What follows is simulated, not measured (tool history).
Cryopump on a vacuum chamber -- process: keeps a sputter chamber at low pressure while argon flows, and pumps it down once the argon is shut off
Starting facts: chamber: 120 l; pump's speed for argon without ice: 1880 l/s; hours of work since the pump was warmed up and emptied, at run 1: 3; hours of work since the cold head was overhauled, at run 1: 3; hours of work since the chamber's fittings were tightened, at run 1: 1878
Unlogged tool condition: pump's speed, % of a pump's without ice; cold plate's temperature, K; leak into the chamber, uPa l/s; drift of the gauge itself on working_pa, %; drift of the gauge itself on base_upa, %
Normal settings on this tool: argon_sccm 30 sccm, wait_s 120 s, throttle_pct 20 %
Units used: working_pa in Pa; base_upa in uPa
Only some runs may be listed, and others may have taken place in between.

run,hour,argon_sccm,wait_s,throttle_pct,hours of work since the pump was warmed up and emptied,hours of work since the cold head was overhauled,hours of work since the chamber's fittings were tightened,working_pa,base_upa
1,0,30,120,20,3,3,1878,0.1352,1.87
2,48.2,30,120,56,36,36,1910,0.0498,1.92
3,78.2,30,120,20,56,56,1930,0.1375,1.87
4,111.4,30,120,20,78,78,1953,0.1374,2.04
5,162.6,30,120,20,113,113,1987,0.139,2.11
6,207,30,120,20,143,143,2017,0.139,2.24
# hour 217.7: leaking fittings of the chamber tightened, without venting
7,237.9,30,120,20,162,162,14,0.1412,0.61
8,264.5,30,120,20,180,180,32,0.1415,0.58
9,296.2,30,120,46,202,202,53,0.0665,0.65
10,330.6,30,120,46,225,225,76,0.0675,0.72
11,364.3,30,22,20,247,247,99,0.145,2.36
12,399.1,30,120,20,271,271,122,0.1451,0.75
13,422.9,30,40,20,287,287,138,0.1467,1.55
14,455.9,30,40,20,309,309,160,0.1483,1.57
# hour 490.9: pump warmed up, emptied and cooled again
15,509.3,30,40,20,12,342,193,0.1353,1.44
16,539.1,30,40,20,32,362,213,0.1363,1.48
17,573.3,30,40,20,55,385,236,0.1368,1.51
18,597.2,30,120,55,72,401,252,0.0513,0.79
19,622.9,56,29,37,89,418,270,0.1429,1.99
20,660.9,30,201,31,114,444,295,0.0902,0.62
21,686,54,22,20,131,461,312,0.2511,2.61
22,709.7,14,47,17,147,477,328,0.0764,1.48
23,755.5,14,47,17,178,508,359,0.077,1.5
24,789.1,14,47,17,201,530,381,0.0782,1.53
25,832.1,16,23,32,230,559,410,0.0497,2.64
26,860.8,16,23,32,249,578,430,0.0493,2.71
27,905.4,16,23,32,279,608,460,0.0508,2.66
28,928.2,14,94,24,294,624,475,0.0583,1.26
29,956.3,14,94,24,313,643,494,0.0584,1.27
# hour 983.7: pump warmed up, emptied and cooled again
30,984.6,34,120,20,1,658,510,0.1519,0.87
31,1026.4,19,53,37,29,687,538,0.0475,1.41
32,1050.5,23,56,20,45,703,554,0.1038,1.4
33,1089.8,23,56,48,71,729,581,0.0446,1.43
34,1122.1,23,235,48,93,751,602,0.0462,0.83

Forecast each of these 3 alternatives for the next run:
A,1151.4,57,28,23,113,771,622,?,?
B,1151.4,26,120,20,113,771,622,?,?
C,1151.4,18,235,48,113,771,622,?,?

run,working_pa,base_upa
A,0.2288,2.32
B,0.1206,1.09
C,0.0358,0.89
Without the tool's hidden state the same runs would have given:
run,working_pa,base_upa
A,0.2212,1.8
B,0.1171,0.56
C,0.0334,0.37
